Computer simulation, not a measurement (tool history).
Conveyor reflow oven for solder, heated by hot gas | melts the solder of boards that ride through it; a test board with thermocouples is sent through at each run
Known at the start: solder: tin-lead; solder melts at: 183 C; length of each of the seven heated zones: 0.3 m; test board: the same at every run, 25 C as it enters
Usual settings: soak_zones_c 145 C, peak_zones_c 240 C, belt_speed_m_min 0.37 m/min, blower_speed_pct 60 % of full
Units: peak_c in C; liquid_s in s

run 1 day=0 | soak_zones_c=145 peak_zones_c=240 belt_speed_m_min=0.37 blower_speed_pct=60 | peak_c=216.7 liquid_s=73.9
run 2 day=0.983 | soak_zones_c=145 peak_zones_c=240 belt_speed_m_min=0.37 blower_speed_pct=60 | peak_c=216.7 liquid_s=73.7
run 3 day=2.071 | soak_zones_c=145 peak_zones_c=240 belt_speed_m_min=0.37 blower_speed_pct=60 | peak_c=216.5 liquid_s=73.7
run 4 day=2.746 | soak_zones_c=145 peak_zones_c=240 belt_speed_m_min=0.37 blower_speed_pct=60 | peak_c=216.9 liquid_s=73.7
run 5 day=3.596 | soak_zones_c=138 peak_zones_c=240 belt_speed_m_min=0.37 blower_speed_pct=60 | peak_c=215.1 liquid_s=68.9
run 6 day=4.258 | soak_zones_c=145 peak_zones_c=240 belt_speed_m_min=0.37 blower_speed_pct=76 | peak_c=220.2 liquid_s=78
run 7 day=5.112 | soak_zones_c=145 peak_zones_c=240 belt_speed_m_min=0.37 blower_speed_pct=60 | peak_c=216.9 liquid_s=74
run 8 day=5.638 | soak_zones_c=145 peak_zones_c=240 belt_speed_m_min=0.37 blower_speed_pct=60 | peak_c=216.6 liquid_s=73.9
run 9 day=6.179 | soak_zones_c=145 peak_zones_c=240 belt_speed_m_min=0.324 blower_speed_pct=60 | peak_c=221.3 liquid_s=90.6
run 10 day=7.221 | soak_zones_c=145 peak_zones_c=240 belt_speed_m_min=0.38 blower_speed_pct=60 | peak_c=215.5 liquid_s=70.4
run 11 day=8.208 | soak_zones_c=145 peak_zones_c=240 belt_speed_m_min=0.37 blower_speed_pct=77 | peak_c=220.3 liquid_s=78
run 12 day=9.125 | soak_zones_c=145 peak_zones_c=240 belt_speed_m_min=0.37 blower_speed_pct=77 | peak_c=220 liquid_s=77.8
run 13 day=10.267 | soak_zones_c=145 peak_zones_c=240 belt_speed_m_min=0.37 blower_speed_pct=77 | peak_c=220.1 liquid_s=77.9
run 14 day=11.279 | soak_zones_c=145 peak_zones_c=247 belt_speed_m_min=0.37 blower_speed_pct=60 | peak_c=222.2 liquid_s=79
run 15 day=12.021 | soak_zones_c=145 peak_zones_c=247 belt_speed_m_min=0.37 blower_speed_pct=60 | peak_c=222.4 liquid_s=79.1
-- day=12.796 flux residue cleaned out of gas plates and filters
run 16 day=13.229 | soak_zones_c=145 peak_zones_c=247 belt_speed_m_min=0.37 blower_speed_pct=60 | peak_c=222.4 liquid_s=79.2

The next listed run, before its measurement:
run 17 day=13.967 | soak_zones_c=145 peak_zones_c=247 belt_speed_m_min=0.37 blower_speed_pct=60 | peak_c=? liquid_s=?

peak_c: 222.4 C
liquid_s: 79.2 s
Without the tool's hidden state the same run would have given peak_c 222.4 C, liquid_s 79.2 s.

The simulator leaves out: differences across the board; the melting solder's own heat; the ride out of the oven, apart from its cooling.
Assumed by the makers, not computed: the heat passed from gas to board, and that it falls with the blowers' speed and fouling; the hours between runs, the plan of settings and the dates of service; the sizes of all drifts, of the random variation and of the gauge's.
